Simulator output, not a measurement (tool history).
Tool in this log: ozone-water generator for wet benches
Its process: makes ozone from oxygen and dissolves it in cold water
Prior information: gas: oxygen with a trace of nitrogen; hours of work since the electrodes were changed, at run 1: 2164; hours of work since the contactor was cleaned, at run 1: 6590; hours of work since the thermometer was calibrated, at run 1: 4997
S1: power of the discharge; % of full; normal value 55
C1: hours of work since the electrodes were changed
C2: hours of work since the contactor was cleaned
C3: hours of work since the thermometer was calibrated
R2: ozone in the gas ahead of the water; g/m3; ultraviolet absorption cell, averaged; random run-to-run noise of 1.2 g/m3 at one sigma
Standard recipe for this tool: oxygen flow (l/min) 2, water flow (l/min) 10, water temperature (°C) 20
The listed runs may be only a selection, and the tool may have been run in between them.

{"run": 1, "day": 0.0, "S1": 55, "oxygen flow (l/min)": 2, "water flow (l/min)": 10, "water temperature (°C)": 20, "C1": 2164, "C2": 6590, "C3": 4997, "dissolved ozone (ppm)": 12.8, "R2": 209.6}
{"run": 2, "day": 4.838, "S1": 55, "oxygen flow (l/min)": 2, "water flow (l/min)": 10, "water temperature (°C)": 20, "C1": 2234, "C2": 6660, "C3": 5067, "dissolved ozone (ppm)": 12.8, "R2": 209.3}
{"run": 3, "day": 13.192, "S1": 42, "oxygen flow (l/min)": 2, "water flow (l/min)": 10, "water temperature (°C)": 20, "C1": 2354, "C2": 6780, "C3": 5187, "dissolved ozone (ppm)": 11.3, "R2": 177.7}
{"run": 4, "day": 17.917, "S1": 42, "oxygen flow (l/min)": 2, "water flow (l/min)": 10, "water temperature (°C)": 20, "C1": 2422, "C2": 6848, "C3": 5255, "dissolved ozone (ppm)": 11, "R2": 178.6}
{"run": 5, "day": 26.804, "S1": 42, "oxygen flow (l/min)": 2, "water flow (l/min)": 10, "water temperature (°C)": 16, "C1": 2550, "C2": 6977, "C3": 5383, "dissolved ozone (ppm)": 11.2, "R2": 179.9}
{"run": 6, "day": 32.5, "S1": 55, "oxygen flow (l/min)": 2, "water flow (l/min)": 10, "water temperature (°C)": 20, "C1": 2632, "C2": 7059, "C3": 5465, "dissolved ozone (ppm)": 12.7, "R2": 211}
{"run": 7, "day": 37.362, "S1": 55, "oxygen flow (l/min)": 2, "water flow (l/min)": 10, "water temperature (°C)": 20, "C1": 2702, "C2": 7129, "C3": 5535, "dissolved ozone (ppm)": 12.7, "R2": 210.9}
{"run": 8, "day": 44.071, "S1": 55, "oxygen flow (l/min)": 2.97, "water flow (l/min)": 10, "water temperature (°C)": 20, "C1": 2799, "C2": 7225, "C3": 5632, "dissolved ozone (ppm)": 13.2, "R2": 175.6}
{"run": 9, "day": 50.579, "S1": 55, "oxygen flow (l/min)": 2, "water flow (l/min)": 7, "water temperature (°C)": 20, "C1": 2893, "C2": 7319, "C3": 5726, "dissolved ozone (ppm)": 17.6, "R2": 206.8}
{"run": 10, "day": 58.588, "S1": 55, "oxygen flow (l/min)": 2, "water flow (l/min)": 11, "water temperature (°C)": 20, "C1": 3008, "C2": 7435, "C3": 5841, "dissolved ozone (ppm)": 11.3, "R2": 207.3}
{"day": 59.308, "done": "water thermometer calibrated"}
{"run": 11, "day": 63.2, "S1": 55, "oxygen flow (l/min)": 2, "water flow (l/min)": 11, "water temperature (°C)": 20, "C1": 3074, "C2": 7501, "C3": 56, "dissolved ozone (ppm)": 11.4, "R2": 208.9}
{"run": 12, "day": 68.746, "S1": 55, "oxygen flow (l/min)": 2, "water flow (l/min)": 11, "water temperature (°C)": 18, "C1": 3154, "C2": 7581, "C3": 136, "dissolved ozone (ppm)": 11.8, "R2": 210.1}
{"day": 69.629, "done": "contactor cleaned"}
{"run": 13, "day": 78.067, "S1": 55, "oxygen flow (l/min)": 2, "water flow (l/min)": 12, "water temperature (°C)": 20, "C1": 3286, "C2": 122, "C3": 268, "dissolved ozone (ppm)": 9.6, "R2": 207.9}
{"run": 14, "day": 82.421, "S1": 74, "oxygen flow (l/min)": 2.78, "water flow (l/min)": 6, "water temperature (°C)": 20, "C1": 3349, "C2": 184, "C3": 331, "dissolved ozone (ppm)": 21.6, "R2": 211.7}
{"day": 88.471, "done": "contactor cleaned, once more"}
{"run": 15, "day": 89.242, "S1": 74, "oxygen flow (l/min)": 2.78, "water flow (l/min)": 6, "water temperature (°C)": 20, "C1": 3445, "C2": 11, "C3": 427, "dissolved ozone (ppm)": 25.8, "R2": 210.5}

What does the tool deliver on the next run?
{"run": 16, "day": 94.779, "S1": 74, "oxygen flow (l/min)": 2.78, "water flow (l/min)": 6, "water temperature (°C)": 17, "C1": 3525, "C2": 91, "C3": 506, "dissolved ozone (ppm)": "?", "R2": "?"}

{"run 16": {"dissolved ozone (ppm)": 27.1, "R2": 210.5}}
On a tool with no hidden condition, and with the same random variation, this run would have come out at dissolved ozone (ppm) 27.9, R2 216 g/m3.
